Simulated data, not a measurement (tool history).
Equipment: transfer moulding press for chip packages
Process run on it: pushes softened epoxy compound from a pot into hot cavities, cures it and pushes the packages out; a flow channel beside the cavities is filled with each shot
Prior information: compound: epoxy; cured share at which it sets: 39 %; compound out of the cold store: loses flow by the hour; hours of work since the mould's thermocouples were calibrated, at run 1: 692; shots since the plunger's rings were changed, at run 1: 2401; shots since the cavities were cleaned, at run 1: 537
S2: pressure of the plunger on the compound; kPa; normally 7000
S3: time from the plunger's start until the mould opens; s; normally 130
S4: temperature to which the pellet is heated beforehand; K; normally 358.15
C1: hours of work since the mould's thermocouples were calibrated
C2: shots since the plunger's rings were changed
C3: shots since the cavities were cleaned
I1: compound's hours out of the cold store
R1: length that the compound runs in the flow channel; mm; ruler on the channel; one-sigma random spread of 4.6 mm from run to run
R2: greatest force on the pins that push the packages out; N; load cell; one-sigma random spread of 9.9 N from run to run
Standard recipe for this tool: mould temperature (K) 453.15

{"run": 1, "hour": 0.0, "mould temperature (K)": 453.15, "S2": 7000, "S3": 130, "S4": 358.15, "C1": 692, "C2": 2401, "C3": 537, "I1": 14.0, "R1": 829, "R2": 627}
{"hour": 23.0, "done": "cavities cleaned with cleaning compound and waxed"}
{"run": 2, "hour": 25.2, "mould temperature (K)": 453.15, "S2": 7000, "S3": 130, "S4": 358.15, "C1": 705, "C2": 2582, "C3": 17, "I1": 44.3, "R1": 741, "R2": 467}
{"run": 3, "hour": 71.3, "mould temperature (K)": 453.15, "S2": 7000, "S3": 130, "S4": 368.15, "C1": 729, "C2": 2933, "C3": 368, "I1": 37.5, "R1": 764, "R2": 591}
{"run": 4, "hour": 91.6, "mould temperature (K)": 453.15, "S2": 7000, "S3": 130, "S4": 356.15, "C1": 740, "C2": 3089, "C3": 524, "I1": 23.2, "R1": 796, "R2": 617}
{"hour": 116.5, "done": "cavities cleaned with cleaning compound and waxed"}
{"run": 5, "hour": 135.4, "mould temperature (K)": 453.15, "S2": 7000, "S3": 130, "S4": 356.15, "C1": 762, "C2": 3411, "C3": 144, "I1": 29.8, "R1": 790, "R2": 528}
{"run": 6, "hour": 170.7, "mould temperature (K)": 460.15, "S2": 7000, "S3": 130, "S4": 358.15, "C1": 780, "C2": 3680, "C3": 413, "I1": 23.1, "R1": 780, "R2": 523}
{"hour": 207.5, "done": "cavities cleaned with cleaning compound and waxed"}
{"run": 7, "hour": 212.2, "mould temperature (K)": 460.15, "S2": 7000, "S3": 130, "S4": 358.15, "C1": 802, "C2": 3986, "C3": 36, "I1": 24.6, "R1": 773, "R2": 451}
{"hour": 230.3, "done": "mould's thermocouples calibrated"}
{"run": 8, "hour": 251.0, "mould temperature (K)": 460.15, "S2": 7000, "S3": 130, "S4": 358.15, "C1": 11, "C2": 4266, "C3": 316, "I1": 15.6, "R1": 804, "R2": 508}
{"run": 9, "hour": 292.0, "mould temperature (K)": 460.15, "S2": 7000, "S3": 130, "S4": 360.15, "C1": 33, "C2": 4580, "C3": 630, "I1": 45.1, "R1": 718, "R2": 572}
{"hour": 299.9, "done": "cavities cleaned with cleaning compound and waxed"}
{"hour": 317.7, "done": "plunger's sealing rings changed"}
{"run": 10, "hour": 335.0, "mould temperature (K)": 453.15, "S2": 7000, "S3": 153, "S4": 358.15, "C1": 53, "C2": 132, "C3": 248, "I1": 30.8, "R1": 797, "R2": 496}
{"run": 11, "hour": 356.6, "mould temperature (K)": 453.15, "S2": 7000, "S3": 153, "S4": 358.15, "C1": 64, "C2": 297, "C3": 413, "I1": 41.6, "R1": 765, "R2": 538}
{"run": 12, "hour": 377.9, "mould temperature (K)": 453.15, "S2": 7000, "S3": 153, "S4": 358.15, "C1": 76, "C2": 459, "C3": 575, "I1": 28.1, "R1": 799, "R2": 553}
{"hour": 395.1, "done": "cavities cleaned with cleaning compound and waxed"}
{"hour": 401.3, "done": "mould's thermocouples calibrated, once more"}
{"run": 13, "hour": 426.3, "mould temperature (K)": 453.15, "S2": 7000, "S3": 130, "S4": 358.15, "C1": 13, "C2": 802, "C3": 223, "I1": 29.3, "R1": 799, "R2": 557}
{"run": 14, "hour": 455.6, "mould temperature (K)": 453.15, "S2": 7000, "S3": 130, "S4": 358.15, "C1": 29, "C2": 1026, "C3": 447, "I1": 35.3, "R1": 784, "R2": 590}
{"hour": 491.6, "done": "cavities cleaned with cleaning compound and waxed"}
{"run": 15, "hour": 494.2, "mould temperature (K)": 457.15, "S2": 7000, "S3": 148, "S4": 361.15, "C1": 48, "C2": 1309, "C3": 20, "I1": 28.0, "R1": 789, "R2": 417}
{"run": 16, "hour": 534.2, "mould temperature (K)": 453.15, "S2": 7000, "S3": 148, "S4": 358.15, "C1": 69, "C2": 1614, "C3": 325, "I1": 45.7, "R1": 753, "R2": 533}
{"run": 17, "hour": 559.6, "mould temperature (K)": 453.15, "S2": 7000, "S3": 148, "S4": 358.15, "C1": 83, "C2": 1808, "C3": 519, "I1": 15.6, "R1": 834, "R2": 553}
{"run": 18, "hour": 580.0, "mould temperature (K)": 453.15, "S2": 7000, "S3": 148, "S4": 358.15, "C1": 93, "C2": 1964, "C3": 675, "I1": 41.8, "R1": 760, "R2": 572}
{"hour": 585.7, "done": "cavities cleaned with cleaning compound and waxed"}
{"run": 19, "hour": 602.6, "mould temperature (K)": 453.15, "S2": 7000, "S3": 148, "S4": 358.15, "C1": 104, "C2": 2125, "C3": 130, "I1": 38.4, "R1": 768, "R2": 473}
{"run": 20, "hour": 629.7, "mould temperature (K)": 453.15, "S2": 7000, "S3": 152, "S4": 358.15, "C1": 119, "C2": 2332, "C3": 337, "I1": 29.9, "R1": 780, "R2": 522}
{"run": 21, "hour": 658.5, "mould temperature (K)": 453.15, "S2": 7000, "S3": 152, "S4": 358.15, "C1": 134, "C2": 2551, "C3": 556, "I1": 11.5, "R1": 843, "R2": 543}
{"hour": 678.5, "done": "cavities cleaned with cleaning compound and waxed"}
{"run": 22, "hour": 684.0, "mould temperature (K)": 459.15, "S2": 6130, "S3": 151, "S4": 354.15, "C1": 147, "C2": 2734, "C3": 42, "I1": 32.2, "R1": 719, "R2": 423}
{"run": 23, "hour": 710.1, "mould temperature (K)": 459.15, "S2": 6130, "S3": 151, "S4": 354.15, "C1": 160, "C2": 2933, "C3": 241, "I1": 17.3, "R1": 757, "R2": 473}
{"run": 24, "hour": 750.7, "mould temperature (K)": 454.15, "S2": 7000, "S3": 119, "S4": 354.15, "C1": 182, "C2": 3243, "C3": 551, "I1": 36.7, "R1": 761, "R2": 659}
{"hour": 769.4, "done": "cavities cleaned with cleaning compound and waxed"}
{"run": 25, "hour": 772.0, "mould temperature (K)": 453.15, "S2": 6260, "S3": 121, "S4": 364.15, "C1": 192, "C2": 3394, "C3": 20, "I1": 15.0, "R1": 782, "R2": 508}
{"run": 26, "hour": 806.6, "mould temperature (K)": 453.15, "S2": 7000, "S3": 146, "S4": 358.15, "C1": 210, "C2": 3658, "C3": 284, "I1": 24.3, "R1": 795, "R2": 507}
{"run": 27, "hour": 830.7, "mould temperature (K)": 453.15, "S2": 7000, "S3": 146, "S4": 358.15, "C1": 223, "C2": 3842, "C3": 468, "I1": 31.8, "R1": 769, "R2": 533}

What if the next run were any one of these 3? Each begins from the tool's condition after run 27:
{"hour": 860.3, "done": "cavities cleaned with cleaning compound and waxed"}
{"run": "A", "hour": 873.9, "mould temperature (K)": 461.15, "S2": 7060, "S3": 130, "S4": 358.15, "C1": 245, "C2": 4161, "C3": 105, "I1": 11.7, "R1": "?", "R2": "?"}
{"hour": 860.3, "done": "cavities cleaned with cleaning compound and waxed"}
{"run": "B", "hour": 873.9, "mould temperature (K)": 453.15, "S2": 5470, "S3": 152, "S4": 356.15, "C1": 245, "C2": 4161, "C3": 105, "I1": 27.9, "R1": "?", "R2": "?"}
{"hour": 860.3, "done": "cavities cleaned with cleaning compound and waxed"}
{"run": "C", "hour": 873.9, "mould temperature (K)": 457.15, "S2": 7000, "S3": 146, "S4": 358.15, "C1": 245, "C2": 4161, "C3": 105, "I1": 39.7, "R1": "?", "R2": "?"}

run=A R1=819 R2=441
run=B R1=691 R2=456
run=C R1=735 R2=431
Without the tool's hidden state the same runs would have given:
run=A R1=848 R2=398
run=B R1=715 R2=410
run=C R1=761 R2=389

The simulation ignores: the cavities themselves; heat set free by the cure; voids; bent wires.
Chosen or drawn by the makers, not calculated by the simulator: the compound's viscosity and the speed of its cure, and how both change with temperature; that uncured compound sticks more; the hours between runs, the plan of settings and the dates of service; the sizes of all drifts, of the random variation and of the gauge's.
